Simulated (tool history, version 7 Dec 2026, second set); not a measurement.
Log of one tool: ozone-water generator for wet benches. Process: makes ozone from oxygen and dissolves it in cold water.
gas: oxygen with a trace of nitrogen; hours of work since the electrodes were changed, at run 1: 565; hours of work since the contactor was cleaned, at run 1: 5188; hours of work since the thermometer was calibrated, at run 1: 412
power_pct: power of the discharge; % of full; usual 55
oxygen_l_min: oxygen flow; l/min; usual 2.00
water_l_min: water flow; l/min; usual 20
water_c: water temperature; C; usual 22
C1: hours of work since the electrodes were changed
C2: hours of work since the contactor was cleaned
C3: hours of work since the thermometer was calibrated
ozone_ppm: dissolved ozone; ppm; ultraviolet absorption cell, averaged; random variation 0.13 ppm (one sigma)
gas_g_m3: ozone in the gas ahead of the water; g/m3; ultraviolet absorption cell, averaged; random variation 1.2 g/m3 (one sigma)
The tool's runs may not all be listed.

{"run": 1, "hour": 0.0, "power_pct": 55, "oxygen_l_min": 2.0, "water_l_min": 20, "water_c": 22, "C1": 565, "C2": 5188, "C3": 412, "ozone_ppm": 12.8, "gas_g_m3": 225.5}
{"run": 2, "hour": 26.5, "power_pct": 55, "oxygen_l_min": 2.0, "water_l_min": 20, "water_c": 22, "C1": 585, "C2": 5208, "C3": 432, "ozone_ppm": 13.0, "gas_g_m3": 225.6}
{"run": 3, "hour": 58.5, "power_pct": 55, "oxygen_l_min": 2.0, "water_l_min": 20, "water_c": 22, "C1": 609, "C2": 5232, "C3": 457, "ozone_ppm": 12.9, "gas_g_m3": 225.8}
{"run": 4, "hour": 108.3, "power_pct": 55, "oxygen_l_min": 2.0, "water_l_min": 20, "water_c": 22, "C1": 646, "C2": 5270, "C3": 494, "ozone_ppm": 13.0, "gas_g_m3": 227.7}
{"run": 5, "hour": 150.0, "power_pct": 55, "oxygen_l_min": 1.93, "water_l_min": 20, "water_c": 22, "C1": 678, "C2": 5301, "C3": 526, "ozone_ppm": 12.7, "gas_g_m3": 231.4}
{"run": 6, "hour": 175.1, "power_pct": 55, "oxygen_l_min": 1.93, "water_l_min": 20, "water_c": 22, "C1": 697, "C2": 5320, "C3": 545, "ozone_ppm": 12.5, "gas_g_m3": 233.9}
{"run": 7, "hour": 220.2, "power_pct": 55, "oxygen_l_min": 1.93, "water_l_min": 20, "water_c": 22, "C1": 731, "C2": 5354, "C3": 579, "ozone_ppm": 12.9, "gas_g_m3": 234.7}
{"run": 8, "hour": 245.5, "power_pct": 55, "oxygen_l_min": 1.93, "water_l_min": 20, "water_c": 22, "C1": 750, "C2": 5373, "C3": 598, "ozone_ppm": 12.8, "gas_g_m3": 231.8}
{"run": 9, "hour": 283.7, "power_pct": 55, "oxygen_l_min": 2.0, "water_l_min": 20, "water_c": 22, "C1": 779, "C2": 5402, "C3": 626, "ozone_ppm": 12.7, "gas_g_m3": 229.3}
{"run": 10, "hour": 328.3, "power_pct": 55, "oxygen_l_min": 2.0, "water_l_min": 20, "water_c": 22, "C1": 812, "C2": 5436, "C3": 660, "ozone_ppm": 12.6, "gas_g_m3": 228.3}
{"run": 11, "hour": 367.8, "power_pct": 55, "oxygen_l_min": 2.0, "water_l_min": 20, "water_c": 22, "C1": 842, "C2": 5466, "C3": 690, "ozone_ppm": 12.9, "gas_g_m3": 229.6}
{"run": 12, "hour": 393.1, "power_pct": 55, "oxygen_l_min": 2.0, "water_l_min": 20, "water_c": 20, "C1": 861, "C2": 5485, "C3": 709, "ozone_ppm": 13.0, "gas_g_m3": 228.8}
{"run": 13, "hour": 443.3, "power_pct": 55, "oxygen_l_min": 2.0, "water_l_min": 17, "water_c": 20, "C1": 899, "C2": 5523, "C3": 747, "ozone_ppm": 15.6, "gas_g_m3": 231.7}
{"run": 14, "hour": 493.1, "power_pct": 55, "oxygen_l_min": 2.0, "water_l_min": 17, "water_c": 20, "C1": 937, "C2": 5560, "C3": 785, "ozone_ppm": 15.5, "gas_g_m3": 230.4}
{"run": 15, "hour": 522.5, "power_pct": 55, "oxygen_l_min": 2.0, "water_l_min": 17, "water_c": 20, "C1": 959, "C2": 5582, "C3": 807, "ozone_ppm": 15.3, "gas_g_m3": 230.1}
{"run": 16, "hour": 568.9, "power_pct": 55, "oxygen_l_min": 2.0, "water_l_min": 17, "water_c": 20, "C1": 994, "C2": 5617, "C3": 842, "ozone_ppm": 15.6, "gas_g_m3": 231.4}
{"run": 17, "hour": 591.5, "power_pct": 82, "oxygen_l_min": 2.58, "water_l_min": 32, "water_c": 27, "C1": 1011, "C2": 5635, "C3": 859, "ozone_ppm": 10.1, "gas_g_m3": 257.1}
{"run": 18, "hour": 640.3, "power_pct": 82, "oxygen_l_min": 2.58, "water_l_min": 32, "water_c": 27, "C1": 1048, "C2": 5671, "C3": 896, "ozone_ppm": 9.9, "gas_g_m3": 259.7}
{"hour": 671.8, "done": "gauge calibrated"}
{"run": 19, "hour": 674.9, "power_pct": 82, "oxygen_l_min": 2.58, "water_l_min": 32, "water_c": 27, "C1": 1074, "C2": 5698, "C3": 922, "ozone_ppm": 9.7, "gas_g_m3": 251.0}
{"run": 20, "hour": 702.7, "power_pct": 82, "oxygen_l_min": 2.58, "water_l_min": 32, "water_c": 27, "C1": 1095, "C2": 5718, "C3": 943, "ozone_ppm": 9.8, "gas_g_m3": 249.8}
{"run": 21, "hour": 728.9, "power_pct": 55, "oxygen_l_min": 2.0, "water_l_min": 20, "water_c": 21, "C1": 1115, "C2": 5738, "C3": 962, "ozone_ppm": 12.8, "gas_g_m3": 225.1}
{"run": 22, "hour": 765.4, "power_pct": 71, "oxygen_l_min": 1.28, "water_l_min": 28, "water_c": 21, "C1": 1142, "C2": 5766, "C3": 990, "ozone_ppm": 8.8, "gas_g_m3": 330.2}
{"run": 23, "hour": 791.4, "power_pct": 71, "oxygen_l_min": 1.28, "water_l_min": 28, "water_c": 21, "C1": 1162, "C2": 5785, "C3": 1010, "ozone_ppm": 9.1, "gas_g_m3": 331.6}
{"run": 24, "hour": 841.4, "power_pct": 42, "oxygen_l_min": 1.28, "water_l_min": 28, "water_c": 16, "C1": 1200, "C2": 5823, "C3": 1047, "ozone_ppm": 6.6, "gas_g_m3": 242.4}
{"run": 25, "hour": 884.1, "power_pct": 42, "oxygen_l_min": 1.28, "water_l_min": 28, "water_c": 16, "C1": 1232, "C2": 5855, "C3": 1080, "ozone_ppm": 6.8, "gas_g_m3": 243.9}
{"run": 26, "hour": 914.4, "power_pct": 55, "oxygen_l_min": 2.41, "water_l_min": 28, "water_c": 22, "C1": 1255, "C2": 5878, "C3": 1102, "ozone_ppm": 9.2, "gas_g_m3": 208.0}
{"run": 27, "hour": 955.4, "power_pct": 55, "oxygen_l_min": 3.1, "water_l_min": 13, "water_c": 20, "C1": 1286, "C2": 5909, "C3": 1133, "ozone_ppm": 20.9, "gas_g_m3": 182.0}
{"run": 28, "hour": 982.2, "power_pct": 46, "oxygen_l_min": 3.1, "water_l_min": 17, "water_c": 20, "C1": 1306, "C2": 5929, "C3": 1154, "ozone_ppm": 14.8, "gas_g_m3": 164.2}
{"run": 29, "hour": 1032.9, "power_pct": 55, "oxygen_l_min": 2.0, "water_l_min": 20, "water_c": 15, "C1": 1344, "C2": 5968, "C3": 1192, "ozone_ppm": 13.5, "gas_g_m3": 230.9}

3 ways to go on from here, each from the tool as it stands after run 29. What would each give?
{"run": "A", "hour": 1058.4, "power_pct": 83, "oxygen_l_min": 2.0, "water_l_min": 20, "water_c": 22, "C1": 1363, "C2": 5987, "C3": 1211, "ozone_ppm": "?", "gas_g_m3": "?"}
{"run": "B", "hour": 1058.4, "power_pct": 55, "oxygen_l_min": 1.61, "water_l_min": 13, "water_c": 28, "C1": 1363, "C2": 5987, "C3": 1211, "ozone_ppm": "?", "gas_g_m3": "?"}
{"run": "C", "hour": 1058.4, "power_pct": 55, "oxygen_l_min": 2.0, "water_l_min": 32, "water_c": 20, "C1": 1363, "C2": 5987, "C3": 1211, "ozone_ppm": "?", "gas_g_m3": "?"}

run=A ozone_ppm=16.4 gas_g_m3=292.9
run=B ozone_ppm=17.6 gas_g_m3=256.8
run=C ozone_ppm=7.6 gas_g_m3=229.0
Without the tool's hidden state the same runs would have given:
run=A ozone_ppm=16.4 gas_g_m3=288.5
run=B ozone_ppm=17.6 gas_g_m3=252.9
run=C ozone_ppm=7.6 gas_g_m3=225.6
